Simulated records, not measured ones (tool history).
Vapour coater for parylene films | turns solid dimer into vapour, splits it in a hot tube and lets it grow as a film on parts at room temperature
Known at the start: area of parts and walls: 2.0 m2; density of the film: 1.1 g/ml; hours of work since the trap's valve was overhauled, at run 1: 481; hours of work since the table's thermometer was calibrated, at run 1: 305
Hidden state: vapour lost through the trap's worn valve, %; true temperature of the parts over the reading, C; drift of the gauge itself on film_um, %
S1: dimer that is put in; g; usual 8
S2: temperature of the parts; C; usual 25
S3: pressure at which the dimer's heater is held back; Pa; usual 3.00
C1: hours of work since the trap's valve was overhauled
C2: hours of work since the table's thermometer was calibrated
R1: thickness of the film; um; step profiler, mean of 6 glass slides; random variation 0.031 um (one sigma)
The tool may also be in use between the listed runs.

| run | hour | S1 | S2 | S3 | C1 | C2 | R1 |
|---|---|---|---|---|---|---|---|
| 1 | 0.0 | 8 | 25 | 3.00 | 481 | 305 | 2.76 |
| 2 | 16.0 | 4 | 25 | 3.00 | 490 | 314 | 1.37 |
| 3 | 32.6 | 4 | 33 | 3.00 | 500 | 324 | 0.98 |
| 4 | 43.3 | 4 | 33 | 3.00 | 506 | 330 | 1.00 |
| 5 | 58.6 | 4 | 33 | 3.00 | 515 | 339 | 1.00 |
| 6 | 74.5 | 4 | 33 | 3.00 | 525 | 348 | 0.94 |
| 7 | 89.6 | 4 | 26 | 3.44 | 533 | 357 | 1.26 |
| 8 | 97.8 | 4 | 26 | 3.44 | 538 | 362 | 1.27 |
| 9 | 105.1 | 4 | 26 | 3.44 | 542 | 366 | 1.24 |
| 10 | 121.5 | 12 | 25 | 10.75 | 552 | 376 | 3.30 |
| 11 | 138.3 | 11 | 34 | 4.36 | 562 | 386 | 2.40 |

Measured less the same run without the tool's hidden state. The same run-to-run variation is in both; the gauge's scatter may not be:
| run | R1 |
|---|---|
| 1 | -0.38 |
| 2 | -0.20 |
| 3 | -0.15 |
| 4 | -0.15 |
| 5 | -0.15 |
| 6 | -0.15 |
| 7 | -0.20 |
| 8 | -0.20 |
| 9 | -0.21 |
| 10 | -0.53 |
| 11 | -0.40 |
